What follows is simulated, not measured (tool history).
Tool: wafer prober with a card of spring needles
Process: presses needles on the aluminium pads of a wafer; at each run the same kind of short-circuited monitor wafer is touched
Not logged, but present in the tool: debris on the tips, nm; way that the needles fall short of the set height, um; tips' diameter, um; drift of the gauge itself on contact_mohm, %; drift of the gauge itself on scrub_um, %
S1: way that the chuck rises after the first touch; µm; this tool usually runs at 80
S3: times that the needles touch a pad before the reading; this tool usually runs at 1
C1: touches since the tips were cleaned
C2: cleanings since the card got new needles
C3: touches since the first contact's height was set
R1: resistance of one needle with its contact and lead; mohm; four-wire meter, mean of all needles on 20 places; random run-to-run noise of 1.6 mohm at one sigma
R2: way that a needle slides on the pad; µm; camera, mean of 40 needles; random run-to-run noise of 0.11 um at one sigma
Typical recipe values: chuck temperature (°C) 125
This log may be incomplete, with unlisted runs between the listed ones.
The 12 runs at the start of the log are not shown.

-- day=9.867 tips cleaned on abrasive film
run 13 day=10.204 | S1=80 chuck_temperature_(°C)=125 S3=1 | C1=1257 C2=49 C3=166093 | R1=182 R2=14.73
-- day=10.771 tips cleaned on abrasive film
run 14 day=11.312 | S1=80 chuck_temperature_(°C)=125 S3=2 | C1=2014 C2=50 C3=170212 | R1=182 R2=14.59
-- day=11.621 tips cleaned on abrasive film
run 15 day=12.012 | S1=80 chuck_temperature_(°C)=125 S3=1 | C1=1450 C2=51 C3=172804 | R1=188 R2=14.43
-- day=12.454 tips cleaned on abrasive film
run 16 day=12.638 | S1=80 chuck_temperature_(°C)=125 S3=1 | C1=695 C2=52 C3=175134 | R1=183 R2=14.64
-- day=13.304 tips cleaned on abrasive film
-- day=13.375 height of the first contact set anew
run 17 day=13.392 | S1=63 chuck_temperature_(°C)=27 S3=1 | C1=278 C2=53 C3=57 | R1=164 R2=12.56
run 18 day=13.912 | S1=72 chuck_temperature_(°C)=112 S3=1 | C1=2236 C2=53 C3=2015 | R1=200 R2=14.32
-- day=14.167 tips cleaned on abrasive film
run 19 day=14.546 | S1=72 chuck_temperature_(°C)=112 S3=1 | C1=1421 C2=54 C3=4360 | R1=194 R2=14.14
-- day=15.025 tips cleaned on abrasive film
run 20 day=15.521 | S1=72 chuck_temperature_(°C)=112 S3=1 | C1=1839 C2=55 C3=7974 | R1=193 R2=14.28
-- day=15.896 tips cleaned on abrasive film
run 21 day=16.479 | S1=72 chuck_temperature_(°C)=112 S3=3 | C1=2181 C2=56 C3=11542 | R1=177 R2=14.13
-- day=16.733 tips cleaned on abrasive film
run 22 day=17.283 | S1=82 chuck_temperature_(°C)=99 S3=1 | C1=2057 C2=57 C3=14525 | R1=188 R2=16.24
-- day=17.592 tips cleaned on abrasive film
run 23 day=18.258 | S1=82 chuck_temperature_(°C)=99 S3=1 | C1=2489 C2=58 C3=18157 | R1=190 R2=16.30
-- day=18.521 tips cleaned on abrasive film
run 24 day=19.267 | S1=67 chuck_temperature_(°C)=27 S3=1 | C1=2785 C2=59 C3=21903 | R1=202 R2=13.19
-- day=19.354 tips cleaned on abrasive film
-- day=20.188 tips cleaned on abrasive film
run 25 day=20.188 | S1=67 chuck_temperature_(°C)=27 S3=1 | C1=0 C2=61 C3=25300 | R1=158 R2=13.03
-- day=21.046 tips cleaned on abrasive film
run 26 day=21.325 | S1=91 chuck_temperature_(°C)=125 S3=2 | C1=1032 C2=62 C3=29533 | R1=169 R2=17.81
-- day=21.933 tips cleaned on abrasive film
run 27 day=21.975 | S1=91 chuck_temperature_(°C)=125 S3=2 | C1=149 C2=63 C3=31943 | R1=165 R2=17.71
-- day=22.771 tips cleaned on abrasive film
run 28 day=23.008 | S1=76 chuck_temperature_(°C)=50 S3=2 | C1=877 C2=64 C3=35782 | R1=163 R2=14.95
run 29 day=23.562 | S1=71 chuck_temperature_(°C)=72 S3=2 | C1=2956 C2=64 C3=37861 | R1=184 R2=13.92
-- day=23.667 tips cleaned on abrasive film
run 30 day=24.250 | S1=71 chuck_temperature_(°C)=72 S3=2 | C1=2177 C2=65 C3=40408 | R1=178 R2=13.65
-- day=24.575 tips cleaned on abrasive film
run 31 day=25.346 | S1=71 chuck_temperature_(°C)=72 S3=2 | C1=2878 C2=66 C3=44487 | R1=187 R2=13.59
-- day=25.408 tips cleaned on abrasive film
-- day=26.283 tips cleaned on abrasive film
run 32 day=26.458 | S1=71 chuck_temperature_(°C)=72 S3=2 | C1=660 C2=68 C3=48607 | R1=165 R2=13.71

Predict each of these 5 candidate next runs independently; none follows another, all start after run 32:
-- day=27.129 tips cleaned on abrasive film
run A day=27.129 | S1=100 chuck_temperature_(°C)=46 S3=3 | C1=0 C2=69 C3=51085 | R1=? R2=?
-- day=27.129 tips cleaned on abrasive film
run B day=27.129 | S1=80 chuck_temperature_(°C)=111 S3=2 | C1=0 C2=69 C3=51085 | R1=? R2=?
-- day=27.129 tips cleaned on abrasive film
run C day=27.129 | S1=80 chuck_temperature_(°C)=52 S3=1 | C1=0 C2=69 C3=51085 | R1=? R2=?
-- day=27.129 tips cleaned on abrasive film
run D day=27.129 | S1=96 chuck_temperature_(°C)=31 S3=2 | C1=0 C2=69 C3=51085 | R1=? R2=?
-- day=27.129 tips cleaned on abrasive film
run E day=27.129 | S1=71 chuck_temperature_(°C)=72 S3=2 | C1=0 C2=69 C3=51085 | R1=? R2=?

run=A R1=145 R2=19.36
run=B R1=164 R2=15.42
run=C R1=155 R2=15.56
run=D R1=144 R2=18.73
run=E R1=159 R2=13.81
Had the tool no hidden state, the same runs would have come out as:
run=A R1=142 R2=19.75
run=B R1=159 R2=15.81
run=C R1=149 R2=15.95
run=D R1=140 R2=19.12
run=E R1=153 R2=14.20
